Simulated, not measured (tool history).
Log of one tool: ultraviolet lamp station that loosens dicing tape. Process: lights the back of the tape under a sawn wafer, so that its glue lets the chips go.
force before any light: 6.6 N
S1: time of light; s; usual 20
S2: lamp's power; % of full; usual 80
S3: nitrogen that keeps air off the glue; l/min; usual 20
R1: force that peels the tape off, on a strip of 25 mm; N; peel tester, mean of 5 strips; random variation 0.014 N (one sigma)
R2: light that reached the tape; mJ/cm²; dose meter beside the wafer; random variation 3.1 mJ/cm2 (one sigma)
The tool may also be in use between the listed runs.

run	hour	S1	S2	S3	R1	R2
1	0.0	20	80	20	0.657	464
2	64.3	20	80	20	0.719	441
3	159.2	20	80	20	0.768	421
4	230.5	20	80	20	0.860	400
5	317.5	20	80	20	0.925	380
# hour 337.7: window cleaned of glue's vapour
6	408.7	20	80	20	1.081	348
7	472.8	20	80	11	1.551	319
# hour 518.3: window cleaned of glue's vapour, once more
8	536.6	20	80	20	0.804	404
9	596.1	20	98	20	0.640	478
10	688.7	20	98	20	0.730	447
11	767.4	20	80	20	1.072	347
12	822.3	20	80	20	1.139	329
# hour 857.9: window cleaned of glue's vapour
13	903.8	20	80	20	1.044	355
14	993.0	20	80	20	1.116	341
15	1064.1	20	80	20	1.214	323
16	1122.9	26	80	31	0.687	405
17	1185.4	18	94	6	2.073	315
# hour 1199.1: window cleaned of glue's vapour
18	1256.9	15	67	6	3.180	207
19	1300.9	13	89	6	2.914	223
20	1377.5	13	67	32	2.340	161
21	1428.2	13	67	32	2.605	158
22	1499.8	13	67	26	2.764	150
# hour 1538.0: window cleaned of glue's vapour
23	1556.2	25	83	20	0.879	400
24	1603.0	25	67	20	1.236	309
# hour 1662.4: lamp changed
25	1672.7	25	67	20	0.688	462
26	1745.6	25	67	20	0.728	438
27	1796.9	25	67	20	0.787	424
28	1871.6	28	80	27	0.450	532
# hour 1877.0: window cleaned of glue's vapour
29	1948.4	28	96	20	0.329	708
30	2012.2	28	96	20	0.359	672

The same runs without the tool's hidden state, with the same run-to-run variation:
The hidden state here: lamp's light, % of a new lamp's; light that the window lets through, % of a clean one's; drift of the gauge itself on peel_n, %; drift of the gauge itself on dose_mj_cm2, %.
run	R1	R2
1	0.646	468
2	0.661	463
3	0.637	468
4	0.660	466
5	0.644	469
6	0.639	472
7	0.895	460
8	0.633	464
9	0.471	572
10	0.480	568
11	0.644	467
12	0.645	463
13	0.682	457
14	0.663	466
15	0.667	463
16	0.359	606
17	1.152	493
18	2.331	294
19	1.997	330
20	1.394	250
21	1.500	254
22	1.549	254
23	0.427	611
24	0.583	487
25	0.618	491
26	0.598	490
27	0.613	489
28	0.341	645
29	0.292	783
30	0.303	775
